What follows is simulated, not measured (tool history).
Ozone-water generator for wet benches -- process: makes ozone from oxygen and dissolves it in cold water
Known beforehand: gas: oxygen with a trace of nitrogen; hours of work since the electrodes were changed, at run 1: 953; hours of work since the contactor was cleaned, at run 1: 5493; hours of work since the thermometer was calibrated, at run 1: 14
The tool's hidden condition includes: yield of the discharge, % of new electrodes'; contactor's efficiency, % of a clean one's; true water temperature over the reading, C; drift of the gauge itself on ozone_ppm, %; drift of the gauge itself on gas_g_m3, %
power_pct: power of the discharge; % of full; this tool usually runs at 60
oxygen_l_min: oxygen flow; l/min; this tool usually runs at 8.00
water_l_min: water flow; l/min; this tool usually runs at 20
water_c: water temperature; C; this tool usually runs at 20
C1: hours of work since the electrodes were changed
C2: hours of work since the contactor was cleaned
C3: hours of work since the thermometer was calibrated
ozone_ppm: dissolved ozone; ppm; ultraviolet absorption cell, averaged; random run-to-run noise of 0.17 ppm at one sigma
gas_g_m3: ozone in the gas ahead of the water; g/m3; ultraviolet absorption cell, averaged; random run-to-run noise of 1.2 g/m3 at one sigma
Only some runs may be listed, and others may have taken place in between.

{"run": 1, "hour": 0.0, "power_pct": 60, "oxygen_l_min": 8.0, "water_l_min": 20, "water_c": 20, "C1": 953, "C2": 5493, "C3": 14, "ozone_ppm": 23.9, "gas_g_m3": 221.3}
{"run": 2, "hour": 37.8, "power_pct": 60, "oxygen_l_min": 8.0, "water_l_min": 20, "water_c": 20, "C1": 984, "C2": 5524, "C3": 45, "ozone_ppm": 23.9, "gas_g_m3": 221.9}
{"run": 3, "hour": 72.4, "power_pct": 60, "oxygen_l_min": 8.0, "water_l_min": 20, "water_c": 20, "C1": 1012, "C2": 5552, "C3": 73, "ozone_ppm": 23.8, "gas_g_m3": 223.4}
{"run": 4, "hour": 107.6, "power_pct": 60, "oxygen_l_min": 8.0, "water_l_min": 20, "water_c": 20, "C1": 1040, "C2": 5580, "C3": 102, "ozone_ppm": 23.6, "gas_g_m3": 221.8}
{"run": 5, "hour": 128.0, "power_pct": 60, "oxygen_l_min": 8.0, "water_l_min": 20, "water_c": 20, "C1": 1057, "C2": 5597, "C3": 118, "ozone_ppm": 24.1, "gas_g_m3": 220.0}
{"run": 6, "hour": 165.6, "power_pct": 79, "oxygen_l_min": 8.0, "water_l_min": 20, "water_c": 20, "C1": 1088, "C2": 5627, "C3": 149, "ozone_ppm": 29.6, "gas_g_m3": 277.5}
{"run": 7, "hour": 189.9, "power_pct": 79, "oxygen_l_min": 8.0, "water_l_min": 20, "water_c": 20, "C1": 1107, "C2": 5647, "C3": 169, "ozone_ppm": 29.9, "gas_g_m3": 279.4}
{"run": 8, "hour": 226.3, "power_pct": 79, "oxygen_l_min": 8.0, "water_l_min": 20, "water_c": 20, "C1": 1137, "C2": 5677, "C3": 198, "ozone_ppm": 29.6, "gas_g_m3": 278.9}
{"run": 9, "hour": 257.5, "power_pct": 79, "oxygen_l_min": 8.0, "water_l_min": 20, "water_c": 20, "C1": 1162, "C2": 5702, "C3": 224, "ozone_ppm": 29.1, "gas_g_m3": 279.5}
{"run": 10, "hour": 287.6, "power_pct": 79, "oxygen_l_min": 8.0, "water_l_min": 20, "water_c": 20, "C1": 1187, "C2": 5727, "C3": 248, "ozone_ppm": 29.7, "gas_g_m3": 279.8}
{"run": 11, "hour": 322.5, "power_pct": 70, "oxygen_l_min": 8.0, "water_l_min": 20, "water_c": 20, "C1": 1215, "C2": 5755, "C3": 276, "ozone_ppm": 26.9, "gas_g_m3": 256.2}
{"run": 12, "hour": 348.5, "power_pct": 70, "oxygen_l_min": 8.0, "water_l_min": 20, "water_c": 20, "C1": 1236, "C2": 5776, "C3": 297, "ozone_ppm": 26.5, "gas_g_m3": 254.1}
{"run": 13, "hour": 384.4, "power_pct": 70, "oxygen_l_min": 8.0, "water_l_min": 20, "water_c": 20, "C1": 1265, "C2": 5805, "C3": 327, "ozone_ppm": 26.4, "gas_g_m3": 255.7}
{"run": 14, "hour": 404.0, "power_pct": 70, "oxygen_l_min": 8.0, "water_l_min": 20, "water_c": 20, "C1": 1281, "C2": 5821, "C3": 343, "ozone_ppm": 26.7, "gas_g_m3": 255.5}
{"run": 15, "hour": 422.4, "power_pct": 60, "oxygen_l_min": 8.0, "water_l_min": 20, "water_c": 20, "C1": 1296, "C2": 5836, "C3": 358, "ozone_ppm": 23.6, "gas_g_m3": 224.6}
{"run": 16, "hour": 440.1, "power_pct": 60, "oxygen_l_min": 8.0, "water_l_min": 20, "water_c": 20, "C1": 1311, "C2": 5850, "C3": 372, "ozone_ppm": 23.6, "gas_g_m3": 226.5}
{"run": 17, "hour": 463.4, "power_pct": 60, "oxygen_l_min": 8.0, "water_l_min": 26, "water_c": 20, "C1": 1329, "C2": 5869, "C3": 391, "ozone_ppm": 19.2, "gas_g_m3": 224.1}
{"run": 18, "hour": 492.6, "power_pct": 60, "oxygen_l_min": 8.0, "water_l_min": 26, "water_c": 20, "C1": 1353, "C2": 5893, "C3": 415, "ozone_ppm": 19.1, "gas_g_m3": 226.3}
{"run": 19, "hour": 514.4, "power_pct": 60, "oxygen_l_min": 4.26, "water_l_min": 14, "water_c": 20, "C1": 1371, "C2": 5911, "C3": 432, "ozone_ppm": 34.9, "gas_g_m3": 339.3}
{"run": 20, "hour": 536.7, "power_pct": 42, "oxygen_l_min": 9.1, "water_l_min": 20, "water_c": 20, "C1": 1389, "C2": 5929, "C3": 450, "ozone_ppm": 17.3, "gas_g_m3": 156.6}
{"run": 21, "hour": 565.7, "power_pct": 42, "oxygen_l_min": 9.1, "water_l_min": 20, "water_c": 20, "C1": 1413, "C2": 5952, "C3": 474, "ozone_ppm": 17.5, "gas_g_m3": 158.0}
{"hour": 584.2, "done": "gauge calibrated"}
{"run": 22, "hour": 602.8, "power_pct": 60, "oxygen_l_min": 8.0, "water_l_min": 25, "water_c": 14, "C1": 1443, "C2": 5983, "C3": 504, "ozone_ppm": 21.8, "gas_g_m3": 222.2}
{"run": 23, "hour": 620.2, "power_pct": 81, "oxygen_l_min": 12.67, "water_l_min": 29, "water_c": 13, "C1": 1457, "C2": 5997, "C3": 518, "ozone_ppm": 23.2, "gas_g_m3": 210.1}
{"run": 24, "hour": 641.2, "power_pct": 81, "oxygen_l_min": 12.67, "water_l_min": 29, "water_c": 13, "C1": 1474, "C2": 6014, "C3": 535, "ozone_ppm": 23.4, "gas_g_m3": 209.0}
{"run": 25, "hour": 667.6, "power_pct": 60, "oxygen_l_min": 8.0, "water_l_min": 25, "water_c": 20, "C1": 1495, "C2": 6035, "C3": 557, "ozone_ppm": 19.7, "gas_g_m3": 224.2}
{"run": 26, "hour": 694.2, "power_pct": 60, "oxygen_l_min": 8.0, "water_l_min": 25, "water_c": 20, "C1": 1517, "C2": 6057, "C3": 578, "ozone_ppm": 20.0, "gas_g_m3": 221.0}
{"run": 27, "hour": 721.6, "power_pct": 67, "oxygen_l_min": 6.71, "water_l_min": 14, "water_c": 16, "C1": 1539, "C2": 6079, "C3": 601, "ozone_ppm": 37.7, "gas_g_m3": 271.5}
{"run": 28, "hour": 752.9, "power_pct": 67, "oxygen_l_min": 6.71, "water_l_min": 14, "water_c": 16, "C1": 1565, "C2": 6105, "C3": 626, "ozone_ppm": 37.7, "gas_g_m3": 272.2}
{"run": 29, "hour": 789.5, "power_pct": 92, "oxygen_l_min": 9.87, "water_l_min": 25, "water_c": 20, "C1": 1594, "C2": 6134, "C3": 656, "ozone_ppm": 26.7, "gas_g_m3": 273.2}
{"run": 30, "hour": 821.6, "power_pct": 60, "oxygen_l_min": 8.0, "water_l_min": 20, "water_c": 25, "C1": 1621, "C2": 6160, "C3": 682, "ozone_ppm": 21.7, "gas_g_m3": 225.2}
{"run": 31, "hour": 846.0, "power_pct": 60, "oxygen_l_min": 8.0, "water_l_min": 18, "water_c": 20, "C1": 1640, "C2": 6180, "C3": 702, "ozone_ppm": 25.8, "gas_g_m3": 223.3}
{"run": 32, "hour": 879.8, "power_pct": 65, "oxygen_l_min": 8.0, "water_l_min": 20, "water_c": 13, "C1": 1668, "C2": 6208, "C3": 729, "ozone_ppm": 28.6, "gas_g_m3": 242.0}
{"run": 33, "hour": 900.1, "power_pct": 65, "oxygen_l_min": 6.59, "water_l_min": 15, "water_c": 16, "C1": 1684, "C2": 6224, "C3": 746, "ozone_ppm": 35.2, "gas_g_m3": 271.2}
{"run": 34, "hour": 935.8, "power_pct": 56, "oxygen_l_min": 12.85, "water_l_min": 15, "water_c": 16, "C1": 1713, "C2": 6253, "C3": 775, "ozone_ppm": 25.9, "gas_g_m3": 157.6}

3 options for the next run, each taken on its own from the tool as it stands now. Forecast them:
{"run": "A", "hour": 952.6, "power_pct": 96, "oxygen_l_min": 12.85, "water_l_min": 27, "water_c": 16, "C1": 1727, "C2": 6267, "C3": 788, "ozone_ppm": "?", "gas_g_m3": "?"}
{"run": "B", "hour": 952.6, "power_pct": 93, "oxygen_l_min": 12.85, "water_l_min": 15, "water_c": 16, "C1": 1727, "C2": 6267, "C3": 788, "ozone_ppm": "?", "gas_g_m3": "?"}
{"run": "C", "hour": 952.6, "power_pct": 56, "oxygen_l_min": 11.84, "water_l_min": 15, "water_c": 21, "C1": 1727, "C2": 6267, "C3": 788, "ozone_ppm": "?", "gas_g_m3": "?"}

run=A ozone_ppm=26.4 gas_g_m3=239.8
run=B ozone_ppm=39.0 gas_g_m3=235.0
run=C ozone_ppm=23.8 gas_g_m3=167.9
Without the tool's unlogged condition, the same runs would have read:
run=A ozone_ppm=26.4 gas_g_m3=235.7
run=B ozone_ppm=39.0 gas_g_m3=231.0
run=C ozone_ppm=23.8 gas_g_m3=165.0

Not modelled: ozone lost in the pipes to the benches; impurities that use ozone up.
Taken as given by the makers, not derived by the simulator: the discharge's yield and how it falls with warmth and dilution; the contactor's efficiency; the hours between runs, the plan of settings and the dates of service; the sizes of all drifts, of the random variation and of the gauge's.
